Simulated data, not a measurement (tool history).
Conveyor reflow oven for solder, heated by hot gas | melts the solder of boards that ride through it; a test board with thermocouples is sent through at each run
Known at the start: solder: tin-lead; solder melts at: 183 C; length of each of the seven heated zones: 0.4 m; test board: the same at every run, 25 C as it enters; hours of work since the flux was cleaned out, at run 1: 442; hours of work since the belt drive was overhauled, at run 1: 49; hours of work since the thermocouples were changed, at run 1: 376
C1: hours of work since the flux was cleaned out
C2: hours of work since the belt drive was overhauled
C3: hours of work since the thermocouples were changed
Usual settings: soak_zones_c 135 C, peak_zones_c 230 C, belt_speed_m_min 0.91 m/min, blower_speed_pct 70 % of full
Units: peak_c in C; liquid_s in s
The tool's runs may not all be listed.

run 1 hour=0 | soak_zones_c=135 peak_zones_c=230 belt_speed_m_min=0.91 blower_speed_pct=70 | C1=442 C2=49 C3=376 | peak_c=213.4 liquid_s=36.81
run 2 hour=18.6 | soak_zones_c=135 peak_zones_c=230 belt_speed_m_min=0.91 blower_speed_pct=70 | C1=453 C2=61 C3=388 | peak_c=213.6 liquid_s=36.77
run 3 hour=54.9 | soak_zones_c=135 peak_zones_c=230 belt_speed_m_min=0.91 blower_speed_pct=70 | C1=476 C2=83 C3=410 | peak_c=213.4 liquid_s=36.71
-- hour=80.8 flux residue cleaned out of gas plates and filters
run 4 hour=98.6 | soak_zones_c=135 peak_zones_c=232 belt_speed_m_min=0.91 blower_speed_pct=70 | C1=11 C2=107 C3=435 | peak_c=216.7 liquid_s=38.85
run 5 hour=134.4 | soak_zones_c=135 peak_zones_c=232 belt_speed_m_min=0.91 blower_speed_pct=70 | C1=33 C2=130 C3=457 | peak_c=216.5 liquid_s=38.88
run 6 hour=173.9 | soak_zones_c=135 peak_zones_c=232 belt_speed_m_min=0.91 blower_speed_pct=70 | C1=58 C2=154 C3=481 | peak_c=216.5 liquid_s=38.92
run 7 hour=193.4 | soak_zones_c=135 peak_zones_c=232 belt_speed_m_min=0.91 blower_speed_pct=70 | C1=70 C2=166 C3=493 | peak_c=216.7 liquid_s=38.79
run 8 hour=225.7 | soak_zones_c=135 peak_zones_c=232 belt_speed_m_min=0.91 blower_speed_pct=70 | C1=90 C2=186 C3=513 | peak_c=216.2 liquid_s=38.64
run 9 hour=252.1 | soak_zones_c=135 peak_zones_c=230 belt_speed_m_min=0.91 blower_speed_pct=70 | C1=106 C2=203 C3=530 | peak_c=214.8 liquid_s=37.7
run 10 hour=286.8 | soak_zones_c=135 peak_zones_c=230 belt_speed_m_min=0.91 blower_speed_pct=70 | C1=128 C2=224 C3=551 | peak_c=214.6 liquid_s=37.72
run 11 hour=304.6 | soak_zones_c=135 peak_zones_c=230 belt_speed_m_min=0.91 blower_speed_pct=70 | C1=139 C2=235 C3=562 | peak_c=214.2 liquid_s=37.76
run 12 hour=329.6 | soak_zones_c=135 peak_zones_c=230 belt_speed_m_min=0.91 blower_speed_pct=70 | C1=154 C2=251 C3=578 | peak_c=214.5 liquid_s=37.65
run 13 hour=347.1 | soak_zones_c=135 peak_zones_c=230 belt_speed_m_min=0.91 blower_speed_pct=70 | C1=165 C2=262 C3=589 | peak_c=214.4 liquid_s=37.67
run 14 hour=379.3 | soak_zones_c=145 peak_zones_c=230 belt_speed_m_min=0.91 blower_speed_pct=70 | C1=185 C2=282 C3=609 | peak_c=216 liquid_s=41.05
run 15 hour=416.7 | soak_zones_c=135 peak_zones_c=230 belt_speed_m_min=0.91 blower_speed_pct=70 | C1=209 C2=305 C3=632 | peak_c=214.3 liquid_s=37.6
run 16 hour=455.9 | soak_zones_c=135 peak_zones_c=229 belt_speed_m_min=0.91 blower_speed_pct=70 | C1=233 C2=329 C3=656 | peak_c=213.1 liquid_s=36.98
run 17 hour=486.1 | soak_zones_c=137 peak_zones_c=235 belt_speed_m_min=0.91 blower_speed_pct=70 | C1=252 C2=348 C3=675 | peak_c=218.7 liquid_s=40.34
run 18 hour=506.8 | soak_zones_c=137 peak_zones_c=235 belt_speed_m_min=0.91 blower_speed_pct=70 | C1=264 C2=361 C3=688 | peak_c=218.4 liquid_s=40.36
run 19 hour=523.2 | soak_zones_c=138 peak_zones_c=235 belt_speed_m_min=0.91 blower_speed_pct=70 | C1=275 C2=371 C3=698 | peak_c=218.9 liquid_s=40.64
run 20 hour=544.7 | soak_zones_c=148 peak_zones_c=228 belt_speed_m_min=0.916 blower_speed_pct=55 | C1=288 C2=384 C3=711 | peak_c=210.7 liquid_s=38
run 21 hour=567.1 | soak_zones_c=148 peak_zones_c=218 belt_speed_m_min=0.738 blower_speed_pct=55 | C1=302 C2=398 C3=725 | peak_c=207.1 liquid_s=46.5
run 22 hour=605.1 | soak_zones_c=148 peak_zones_c=218 belt_speed_m_min=0.738 blower_speed_pct=55 | C1=326 C2=422 C3=749 | peak_c=207.1 liquid_s=46.49
run 23 hour=633.9 | soak_zones_c=143 peak_zones_c=244 belt_speed_m_min=0.738 blower_speed_pct=55 | C1=343 C2=440 C3=767 | peak_c=229.8 liquid_s=57.84
run 24 hour=663.6 | soak_zones_c=143 peak_zones_c=240 belt_speed_m_min=0.91 blower_speed_pct=70 | C1=362 C2=458 C3=785 | peak_c=223.7 liquid_s=44.2
run 25 hour=679.9 | soak_zones_c=123 peak_zones_c=240 belt_speed_m_min=1.037 blower_speed_pct=70 | C1=372 C2=468 C3=795 | peak_c=215.1 liquid_s=30.6
run 26 hour=704.7 | soak_zones_c=142 peak_zones_c=230 belt_speed_m_min=1.082 blower_speed_pct=70 | C1=387 C2=484 C3=811 | peak_c=209.2 liquid_s=29.63
run 27 hour=722.9 | soak_zones_c=142 peak_zones_c=230 belt_speed_m_min=1.082 blower_speed_pct=70 | C1=399 C2=495 C3=822 | peak_c=209 liquid_s=29.62
run 28 hour=738.9 | soak_zones_c=135 peak_zones_c=236 belt_speed_m_min=0.91 blower_speed_pct=83 | C1=409 C2=505 C3=832 | peak_c=221.2 liquid_s=41.62
run 29 hour=761.4 | soak_zones_c=125 peak_zones_c=239 belt_speed_m_min=0.91 blower_speed_pct=83 | C1=423 C2=519 C3=846 | peak_c=222.4 liquid_s=39.86
run 30 hour=792 | soak_zones_c=128 peak_zones_c=239 belt_speed_m_min=0.902 blower_speed_pct=83 | C1=442 C2=538 C3=865 | peak_c=223.2 liquid_s=41.32
run 31 hour=815.1 | soak_zones_c=121 peak_zones_c=243 belt_speed_m_min=0.902 blower_speed_pct=83 | C1=456 C2=552 C3=879 | peak_c=225.6 liquid_s=40.99

3 ways to go on from here, each from the tool as it stands after run 31. What would each give?
run A hour=834.1 | soak_zones_c=135 peak_zones_c=233 belt_speed_m_min=0.91 blower_speed_pct=52 | C1=468 C2=564 C3=891 | peak_c=? liquid_s=?
run B hour=834.1 | soak_zones_c=143 peak_zones_c=225 belt_speed_m_min=0.995 blower_speed_pct=70 | C1=468 C2=564 C3=891 | peak_c=? liquid_s=?
run C hour=834.1 | soak_zones_c=133 peak_zones_c=243 belt_speed_m_min=0.982 blower_speed_pct=70 | C1=468 C2=564 C3=891 | peak_c=? liquid_s=?

run=A peak_c=210.9 liquid_s=34.57
run=B peak_c=207.6 liquid_s=32.02
run=C peak_c=221.3 liquid_s=37.67
Without the tool's hidden state the same runs would have given:
run=A peak_c=213.2 liquid_s=35.93
run=B peak_c=210.2 liquid_s=33.54
run=C peak_c=224.2 liquid_s=38.67
